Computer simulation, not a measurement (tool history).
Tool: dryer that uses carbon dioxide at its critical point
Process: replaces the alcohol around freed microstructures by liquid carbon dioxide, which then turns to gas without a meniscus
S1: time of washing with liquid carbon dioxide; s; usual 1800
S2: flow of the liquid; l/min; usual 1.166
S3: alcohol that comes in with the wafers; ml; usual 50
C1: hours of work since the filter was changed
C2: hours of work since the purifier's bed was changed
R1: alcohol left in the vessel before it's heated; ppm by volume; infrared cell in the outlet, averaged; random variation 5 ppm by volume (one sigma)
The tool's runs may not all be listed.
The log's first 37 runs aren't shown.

run	hour	S1	S2	S3	C1	C2	R1
38	1152.1	2040	1.82	25	188	144	50
# hour 1170.5: inlet filter changed
39	1183.8	1740	1.69	53	7	160	64
40	1222.3	1740	1.69	53	26	179	59
41	1254.4	2040	1.85	23	42	195	63
42	1277.9	1140	1.17	47	54	207	249
43	1301.6	2220	0.89	90	66	219	111
44	1343.5	1800	1.51	54	87	240	83
45	1382.7	1320	1.51	42	106	259	106
46	1419.9	1800	1.36	83	125	278	102

3 ways to go on from here, each from the tool as it stands after run 46. What would each give?
A	1450.7	1980	1.67	50	140	293	?
B	1450.7	1260	1.58	46	140	293	?
C	1450.7	2040	1.36	74	140	293	?

run	R1
A	91
B	132
C	104
Without the tool's hidden state the same runs would have given:
run	R1
A	0
B	28
C	9
